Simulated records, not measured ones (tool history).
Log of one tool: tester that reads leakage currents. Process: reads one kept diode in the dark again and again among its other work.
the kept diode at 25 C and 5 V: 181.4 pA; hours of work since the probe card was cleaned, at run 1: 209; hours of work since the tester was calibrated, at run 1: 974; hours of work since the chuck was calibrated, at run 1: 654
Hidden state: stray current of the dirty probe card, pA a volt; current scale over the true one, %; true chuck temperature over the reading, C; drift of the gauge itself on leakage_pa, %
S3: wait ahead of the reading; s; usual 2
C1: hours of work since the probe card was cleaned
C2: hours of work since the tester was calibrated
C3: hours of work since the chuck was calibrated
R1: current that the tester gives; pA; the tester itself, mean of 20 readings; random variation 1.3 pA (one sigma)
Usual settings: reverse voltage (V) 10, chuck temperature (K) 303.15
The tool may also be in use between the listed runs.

{"run": 1, "hour": 0.0, "reverse voltage (V)": 10, "chuck temperature (K)": 303.15, "S3": 2, "C1": 209, "C2": 974, "C3": 654, "R1": 435.8}
{"run": 2, "hour": 31.8, "reverse voltage (V)": 10, "chuck temperature (K)": 293.15, "S3": 2, "C1": 227, "C2": 992, "C3": 671, "R1": 179.81}
{"run": 3, "hour": 59.0, "reverse voltage (V)": 10, "chuck temperature (K)": 303.15, "S3": 0.38, "C1": 242, "C2": 1007, "C3": 686, "R1": 444.94}
{"run": 4, "hour": 101.5, "reverse voltage (V)": 10, "chuck temperature (K)": 302.15, "S3": 2, "C1": 265, "C2": 1030, "C3": 710, "R1": 406.23}
{"run": 5, "hour": 141.9, "reverse voltage (V)": 10, "chuck temperature (K)": 302.15, "S3": 7.37, "C1": 288, "C2": 1053, "C3": 732, "R1": 406.06}
{"run": 6, "hour": 169.0, "reverse voltage (V)": 10, "chuck temperature (K)": 303.15, "S3": 2, "C1": 303, "C2": 1068, "C3": 747, "R1": 442.08}
{"run": 7, "hour": 207.1, "reverse voltage (V)": 1.1, "chuck temperature (K)": 303.15, "S3": 2, "C1": 324, "C2": 1089, "C3": 768, "R1": 128.1}
{"run": 8, "hour": 248.5, "reverse voltage (V)": 1.2, "chuck temperature (K)": 303.15, "S3": 2, "C1": 346, "C2": 1112, "C3": 791, "R1": 133.18}
{"run": 9, "hour": 269.4, "reverse voltage (V)": 1.2, "chuck temperature (K)": 303.15, "S3": 2, "C1": 358, "C2": 1123, "C3": 803, "R1": 134.32}
{"run": 10, "hour": 303.3, "reverse voltage (V)": 1.2, "chuck temperature (K)": 303.15, "S3": 2, "C1": 377, "C2": 1142, "C3": 821, "R1": 134.32}
{"run": 11, "hour": 343.2, "reverse voltage (V)": 10, "chuck temperature (K)": 303.15, "S3": 2, "C1": 399, "C2": 1164, "C3": 843, "R1": 446.49}
{"run": 12, "hour": 364.9, "reverse voltage (V)": 10, "chuck temperature (K)": 303.15, "S3": 2, "C1": 411, "C2": 1176, "C3": 855, "R1": 445.24}
{"run": 13, "hour": 404.6, "reverse voltage (V)": 10, "chuck temperature (K)": 303.15, "S3": 2, "C1": 433, "C2": 1198, "C3": 877, "R1": 445.6}
{"run": 14, "hour": 423.2, "reverse voltage (V)": 10, "chuck temperature (K)": 303.15, "S3": 2, "C1": 443, "C2": 1208, "C3": 888, "R1": 446.5}
{"run": 15, "hour": 456.3, "reverse voltage (V)": 10, "chuck temperature (K)": 303.15, "S3": 2, "C1": 461, "C2": 1227, "C3": 906, "R1": 445.16}
{"run": 16, "hour": 475.8, "reverse voltage (V)": 10, "chuck temperature (K)": 303.15, "S3": 2, "C1": 472, "C2": 1237, "C3": 917, "R1": 444.4}
{"run": 17, "hour": 517.0, "reverse voltage (V)": 10, "chuck temperature (K)": 303.15, "S3": 2, "C1": 495, "C2": 1260, "C3": 939, "R1": 444.61}
{"run": 18, "hour": 547.8, "reverse voltage (V)": 10, "chuck temperature (K)": 303.15, "S3": 2, "C1": 512, "C2": 1277, "C3": 957, "R1": 447.5}
{"run": 19, "hour": 570.7, "reverse voltage (V)": 10, "chuck temperature (K)": 303.15, "S3": 2, "C1": 525, "C2": 1290, "C3": 969, "R1": 446.84}
{"run": 20, "hour": 598.7, "reverse voltage (V)": 10, "chuck temperature (K)": 305.15, "S3": 2, "C1": 540, "C2": 1305, "C3": 985, "R1": 533.89}
{"run": 21, "hour": 641.5, "reverse voltage (V)": 7.7, "chuck temperature (K)": 325.15, "S3": 2, "C1": 564, "C2": 1329, "C3": 1008, "R1": 2328.21}
{"run": 22, "hour": 663.8, "reverse voltage (V)": 12.2, "chuck temperature (K)": 304.15, "S3": 3.19, "C1": 576, "C2": 1341, "C3": 1021, "R1": 550.32}
{"run": 23, "hour": 685.9, "reverse voltage (V)": 10, "chuck temperature (K)": 303.15, "S3": 4.25, "C1": 588, "C2": 1353, "C3": 1033, "R1": 447.04}
{"run": 24, "hour": 705.2, "reverse voltage (V)": 15.6, "chuck temperature (K)": 301.15, "S3": 3.71, "C1": 599, "C2": 1364, "C3": 1044, "R1": 483.25}
{"run": 25, "hour": 724.7, "reverse voltage (V)": 15.6, "chuck temperature (K)": 301.15, "S3": 3.71, "C1": 610, "C2": 1375, "C3": 1054, "R1": 484.98}
{"run": 26, "hour": 748.5, "reverse voltage (V)": 15.6, "chuck temperature (K)": 310.15, "S3": 2.37, "C1": 623, "C2": 1388, "C3": 1067, "R1": 1052.3}
{"run": 27, "hour": 771.2, "reverse voltage (V)": 10, "chuck temperature (K)": 313.15, "S3": 0.42, "C1": 635, "C2": 1401, "C3": 1080, "R1": 1057.5}
{"run": 28, "hour": 791.5, "reverse voltage (V)": 10, "chuck temperature (K)": 309.15, "S3": 0.64, "C1": 647, "C2": 1412, "C3": 1091, "R1": 751.63}
{"run": 29, "hour": 819.1, "reverse voltage (V)": 3.6, "chuck temperature (K)": 305.15, "S3": 0.64, "C1": 662, "C2": 1427, "C3": 1107, "R1": 302.94}
{"run": 30, "hour": 855.7, "reverse voltage (V)": 6.7, "chuck temperature (K)": 303.15, "S3": 8.16, "C1": 682, "C2": 1447, "C3": 1127, "R1": 360.63}
{"run": 31, "hour": 895.7, "reverse voltage (V)": 16.7, "chuck temperature (K)": 320.15, "S3": 6.43, "C1": 704, "C2": 1469, "C3": 1149, "R1": 2456.86}
{"run": 32, "hour": 915.0, "reverse voltage (V)": 16.7, "chuck temperature (K)": 320.15, "S3": 6.43, "C1": 715, "C2": 1480, "C3": 1159, "R1": 2460.72}
{"run": 33, "hour": 942.6, "reverse voltage (V)": 1.3, "chuck temperature (K)": 332.15, "S3": 2.1, "C1": 730, "C2": 1495, "C3": 1175, "R1": 1442.47}
{"run": 34, "hour": 964.9, "reverse voltage (V)": 1.3, "chuck temperature (K)": 332.15, "S3": 2.1, "C1": 742, "C2": 1508, "C3": 1187, "R1": 1445.14}
{"run": 35, "hour": 993.5, "reverse voltage (V)": 11.4, "chuck temperature (K)": 332.15, "S3": 0.54, "C1": 758, "C2": 1523, "C3": 1203, "R1": 4964.67}
{"run": 36, "hour": 1026.7, "reverse voltage (V)": 3.1, "chuck temperature (K)": 309.15, "S3": 2, "C1": 777, "C2": 1542, "C3": 1221, "R1": 391.86}
{"run": 37, "hour": 1055.2, "reverse voltage (V)": 10, "chuck temperature (K)": 327.15, "S3": 2, "C1": 792, "C2": 1558, "C3": 1237, "R1": 3178.06}
{"run": 38, "hour": 1078.2, "reverse voltage (V)": 1.6, "chuck temperature (K)": 293.15, "S3": 1.25, "C1": 805, "C2": 1570, "C3": 1250, "R1": 65.77}
{"run": 39, "hour": 1100.9, "reverse voltage (V)": 7.6, "chuck temperature (K)": 299.15, "S3": 1.15, "C1": 818, "C2": 1583, "C3": 1262, "R1": 274.35}
{"run": 40, "hour": 1123.6, "reverse voltage (V)": 7.6, "chuck temperature (K)": 299.15, "S3": 1.15, "C1": 830, "C2": 1595, "C3": 1275, "R1": 273.44}

3 ways to go on from here, each from the tool as it stands after run 40. What would each give?
{"run": "A", "hour": 1150.3, "reverse voltage (V)": 3, "chuck temperature (K)": 303.15, "S3": 1.15, "C1": 845, "C2": 1610, "C3": 1290, "R1": "?"}
{"run": "B", "hour": 1150.3, "reverse voltage (V)": 3.9, "chuck temperature (K)": 305.15, "S3": 2.86, "C1": 845, "C2": 1610, "C3": 1290, "R1": "?"}
{"run": "C", "hour": 1150.3, "reverse voltage (V)": 2.6, "chuck temperature (K)": 297.15, "S3": 1.85, "C1": 845, "C2": 1610, "C3": 1290, "R1": "?"}

run=A R1=231.3
run=B R1=319.22
run=C R1=124.93
Without the tool's hidden state the same runs would have given:
run=A R1=213.72
run=B R1=295.24
run=C R1=114.93

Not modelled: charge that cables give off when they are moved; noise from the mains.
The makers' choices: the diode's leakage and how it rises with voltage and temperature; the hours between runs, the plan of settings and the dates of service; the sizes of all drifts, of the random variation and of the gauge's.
